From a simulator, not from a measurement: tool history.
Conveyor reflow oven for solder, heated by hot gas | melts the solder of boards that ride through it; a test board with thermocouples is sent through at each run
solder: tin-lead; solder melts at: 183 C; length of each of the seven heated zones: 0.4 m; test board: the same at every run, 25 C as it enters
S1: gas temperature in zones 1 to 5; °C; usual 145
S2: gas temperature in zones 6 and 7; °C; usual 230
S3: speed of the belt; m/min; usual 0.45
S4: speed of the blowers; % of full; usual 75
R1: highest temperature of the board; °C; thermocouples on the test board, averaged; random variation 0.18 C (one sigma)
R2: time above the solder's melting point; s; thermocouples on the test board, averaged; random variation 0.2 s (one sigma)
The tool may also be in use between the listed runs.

run,hour,S1,S2,S3,S4,R1,R2
1,0,145,230,0.45,75,219.8,87.6
# hour 44.5: flux residue cleaned out of gas plates and filters
2,81.5,145,230,0.45,75,219.7,87.1
3,123.7,145,230,0.45,75,219.6,87
4,178.2,145,230,0.443,75,219.9,89
5,226.7,145,230,0.45,75,219.4,86.4
6,283.8,145,230,0.45,75,219.3,86.6
# hour 316.1: flux residue cleaned out of gas plates and filters, once more
# hour 338.5: thermocouples of zones 6 and 7 changed
7,338.5,145,241,0.45,75,229.5,95.8
8,408.5,145,236,0.45,75,225.4,92.7
9,448.6,145,230,0.45,75,219.6,87.8
10,517.3,144,230,0.45,75,219.8,87.1
11,600.3,145,230,0.499,50,213.3,71
12,638.5,145,230,0.499,50,213,70.7
13,716.8,150,221,0.368,72,215.4,109.1
14,801.2,150,221,0.368,72,215.5,108.9
15,838.5,150,221,0.368,72,215.4,108.4
# hour 928.4: flux residue cleaned out of gas plates and filters
16,928.4,158,239,0.46,64,229.3,100.5
17,971.6,136,230,0.372,69,224,107.7
18,1032.5,136,230,0.372,69,223.6,108

4 ways to go on from here, each from the tool as it stands after run 18. What would each give?
A,1088.3,136,244,0.377,66,?,?
B,1088.3,136,239,0.536,80,?,?
C,1088.3,155,223,0.372,69,?,?
D,1088.3,140,245,0.392,69,?,?

run,R1,R2
A,236.2,116.1
B,223.1,72.2
C,218.9,114.7
D,237.1,113.9
Without the tool's hidden state the same runs would have given:
run,R1,R2
A,234.7,113.8
B,221.9,70.4
C,217.4,112.1
D,235.6,111.7
